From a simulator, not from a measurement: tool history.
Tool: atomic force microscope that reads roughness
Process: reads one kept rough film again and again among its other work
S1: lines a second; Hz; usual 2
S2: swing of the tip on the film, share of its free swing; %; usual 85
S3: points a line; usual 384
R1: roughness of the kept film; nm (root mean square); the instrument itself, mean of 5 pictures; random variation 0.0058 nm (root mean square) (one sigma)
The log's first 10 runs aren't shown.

Run 11, day 20.212: usual settings but S1 0.5 Hz. Result: R1 1.174 nm (root mean square).
Run 12, day 22.517: usual settings but S1 0.5 Hz. Result: R1 1.172 nm (root mean square).
At day 23.65: new tip fitted.
Run 13, day 24.038: usual settings but S3 590. Result: R1 1.035 nm (root mean square).
Run 14, day 26.638: usual settings but S1 2.33 Hz. Result: R1 0.988 nm (root mean square).
Run 15, day 28.062: usual settings but S1 2.33 Hz. Result: R1 0.985 nm (root mean square).
Run 16, day 30.317: usual settings but S1 1.14 Hz. Result: R1 1.11 nm (root mean square).
Run 17, day 32.554: usual settings but S1 1.14 Hz. Result: R1 1.109 nm (root mean square).
Run 18, day 35.292: usual settings. Result: R1 1.007 nm (root mean square).
Run 19, day 36.688: usual settings. Result: R1 1 nm (root mean square).
Run 20, day 38.529: usual settings but S2 63 %. Result: R1 1.173 nm (root mean square).
Run 21, day 41.092: usual settings but S2 63 %. Result: R1 1.163 nm (root mean square).
At day 42.096: new tip fitted.
Run 22, day 43.358: usual settings but S1 1.51 Hz, S2 63 %. Result: R1 1.225 nm (root mean square).
Run 23, day 46.267: usual settings but S1 1.51 Hz, S2 63 %. Result: R1 1.213 nm (root mean square).
Run 24, day 48.346: usual settings but S1 1.51 Hz, S2 63 %. Result: R1 1.193 nm (root mean square).
At day 48.512: height scale calibrated on a step standard.
Run 25, day 51.354: usual settings but S1 1.51 Hz, S2 63 %. Result: R1 1.198 nm (root mean square).
Run 26, day 53.925: usual settings but S1 1.05 Hz, S2 68 %, S3 315. Result: R1 1.186 nm (root mean square).

Forecast run 27:
Run 27, day 55.229: usual settings but S1 1.15 Hz, S2 66 %. Result: R1 ?.

R1: 1.188 nm (root mean square)
Without the tool's hidden state the same run would have given R1 1.237 nm (root mean square).
